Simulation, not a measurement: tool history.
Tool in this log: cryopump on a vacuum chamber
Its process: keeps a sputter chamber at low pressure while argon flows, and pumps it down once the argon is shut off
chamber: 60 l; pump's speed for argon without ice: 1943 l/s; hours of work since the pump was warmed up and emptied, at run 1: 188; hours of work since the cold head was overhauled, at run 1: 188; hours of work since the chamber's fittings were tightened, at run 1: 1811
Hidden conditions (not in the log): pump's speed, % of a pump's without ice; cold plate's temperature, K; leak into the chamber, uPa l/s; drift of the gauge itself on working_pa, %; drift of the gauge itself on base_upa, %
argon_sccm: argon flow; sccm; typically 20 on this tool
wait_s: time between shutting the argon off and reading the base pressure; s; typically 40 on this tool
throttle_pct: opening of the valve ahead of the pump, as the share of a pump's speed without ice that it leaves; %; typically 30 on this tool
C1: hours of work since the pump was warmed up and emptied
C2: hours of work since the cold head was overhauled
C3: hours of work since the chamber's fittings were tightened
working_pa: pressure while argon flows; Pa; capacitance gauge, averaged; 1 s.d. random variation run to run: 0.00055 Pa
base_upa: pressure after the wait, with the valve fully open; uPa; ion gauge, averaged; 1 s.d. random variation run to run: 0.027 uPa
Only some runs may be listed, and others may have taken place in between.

run 1 hour=0.0 | argon_sccm=20 wait_s=40 throttle_pct=30 | C1=188 C2=188 C3=1811 | working_pa=0.0596 base_upa=1.60
run 2 hour=22.6 | argon_sccm=20 wait_s=56 throttle_pct=30 | C1=204 C2=204 C3=1826 | working_pa=0.0598 base_upa=1.34
run 3 hour=57.2 | argon_sccm=20 wait_s=40 throttle_pct=37 | C1=227 C2=227 C3=1849 | working_pa=0.0486 base_upa=1.57
run 4 hour=89.9 | argon_sccm=20 wait_s=40 throttle_pct=37 | C1=249 C2=249 C3=1871 | working_pa=0.0499 base_upa=1.56
run 5 hour=108.7 | argon_sccm=20 wait_s=40 throttle_pct=37 | C1=262 C2=262 C3=1884 | working_pa=0.0500 base_upa=1.62
run 6 hour=125.0 | argon_sccm=20 wait_s=40 throttle_pct=37 | C1=272 C2=272 C3=1895 | working_pa=0.0514 base_upa=1.68
run 7 hour=159.4 | argon_sccm=20 wait_s=40 throttle_pct=37 | C1=296 C2=296 C3=1918 | working_pa=0.0511 base_upa=1.67
run 8 hour=188.6 | argon_sccm=20 wait_s=40 throttle_pct=37 | C1=315 C2=315 C3=1938 | working_pa=0.0507 base_upa=1.67
run 9 hour=210.7 | argon_sccm=16 wait_s=256 throttle_pct=56 | C1=330 C2=330 C3=1952 | working_pa=0.0285 base_upa=0.80
run 10 hour=237.8 | argon_sccm=16 wait_s=256 throttle_pct=56 | C1=348 C2=348 C3=1971 | working_pa=0.0285 base_upa=0.77
run 11 hour=255.1 | argon_sccm=9 wait_s=256 throttle_pct=56 | C1=360 C2=360 C3=1982 | working_pa=0.0158 base_upa=0.79
run 12 hour=269.1 | argon_sccm=26 wait_s=47 throttle_pct=24 | C1=369 C2=369 C3=1992 | working_pa=0.0984 base_upa=1.53
run 13 hour=286.7 | argon_sccm=26 wait_s=47 throttle_pct=24 | C1=381 C2=381 C3=2003 | working_pa=0.1000 base_upa=1.57
run 14 hour=317.9 | argon_sccm=26 wait_s=47 throttle_pct=24 | C1=402 C2=402 C3=2024 | working_pa=0.0997 base_upa=1.56
run 15 hour=336.1 | argon_sccm=20 wait_s=55 throttle_pct=21 | C1=414 C2=414 C3=2037 | working_pa=0.0874 base_upa=1.42

3 options for the next run, each taken on its own from the tool as it stands now. Forecast them:
run A hour=357.6 | argon_sccm=10 wait_s=55 throttle_pct=21 | C1=429 C2=429 C3=2051 | working_pa=? base_upa=?
run B hour=357.6 | argon_sccm=15 wait_s=40 throttle_pct=30 | C1=429 C2=429 C3=2051 | working_pa=? base_upa=?
run C hour=357.6 | argon_sccm=20 wait_s=55 throttle_pct=38 | C1=429 C2=429 C3=2051 | working_pa=? base_upa=?

run=A working_pa=0.0443 base_upa=1.51
run=B working_pa=0.0472 base_upa=1.73
run=C working_pa=0.0495 base_upa=1.49
Without the tool's unlogged condition, the same runs would have read:
run=A working_pa=0.0418 base_upa=0.93
run=B working_pa=0.0435 base_upa=1.17
run=C working_pa=0.0447 base_upa=0.92
